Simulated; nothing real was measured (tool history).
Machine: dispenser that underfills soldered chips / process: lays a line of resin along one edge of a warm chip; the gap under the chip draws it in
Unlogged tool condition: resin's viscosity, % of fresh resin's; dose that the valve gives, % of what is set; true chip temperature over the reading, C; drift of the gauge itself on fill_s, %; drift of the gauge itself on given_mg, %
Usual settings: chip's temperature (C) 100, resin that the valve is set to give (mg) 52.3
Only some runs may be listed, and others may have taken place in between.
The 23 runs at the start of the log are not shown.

run   hour  chip's temperature (C)  resin that the valve is set to give (mg)  hours of work since the syringe was changed  hours of work since the valve was cleaned  hours of work since the stage was calibrated  time until the resin shows at the far edge (s)  resin that the valve gave (mg)
 24   89.4                      96                                        59                                            4                                         29                                            94                                           207.8                           57.77
 25   93.2                      96                                        59                                            6                                         31                                            96                                           241.4                           57.21
 26   95.3                      87                                      66.4                                            7                                         32                                            97                                           385.2                            64.7
      96.5  -- new syringe of resin
 27  100.1                      93                                      56.1                                            2                                         35                                           100                                           216.3                            54.7
 28  103.2                      92                                      64.5                                            4                                         37                                           102                                           249.4                           62.82
 29  107.8                      92                                      46.1                                            7                                         40                                           105                                           310.9                           44.51
     109.9  -- new syringe of resin
 30  111.7                      92                                      46.1                                            1                                         42                                           107                                           218.9                            44.8
       115  -- dispensing valve cleaned and set on the balance
 31  115.6                      91                                      56.2                                            3                                          0                                           109                                           242.4                           56.55
 32  119.5                     103                                      59.5                                            5                                          3                                           111                                             169                           59.98
 33  122.9                     103                                      59.5                                            7                                          5                                           113                                           190.7                            59.5
     124.3  -- new syringe of resin
 34  126.2                     109                                      66.6                                            1                                          7                                           115                                           102.7                           66.73
 35  129.3                     112                                      52.3                                            3                                          9                                           117                                           105.1                           52.07
 36    133                     100                                      58.6                                            5                                         11                                           119                                           194.6                           58.53

Predict each of these 4 candidate next runs independently; none follows another, all start after run 36:
  A  136.6                     109                                      56.4                                            8                                         13                                           121                                               ?                               ?
  B  136.6                     101                                      47.1                                            8                                         13                                           121                                               ?                               ?
  C  136.6                     100                                      50.7                                            8                                         13                                           121                                               ?                               ?
  D  136.6                     108                                      63.4                                            8                                         13                                           121                                               ?                               ?

run  time until the resin shows at the far edge (s)  resin that the valve gave (mg)
  A                                           157.3                           55.74
  B                                           221.8                           46.94
  C                                           231.7                           50.48
  D                                           159.9                              63
Had the tool no hidden state, the same runs would have come out as:
run  time until the resin shows at the far edge (s)  resin that the valve gave (mg)
  A                                            99.7                           55.97
  B                                           140.4                           47.13
  C                                           146.7                            50.7
  D                                           101.1                           63.26
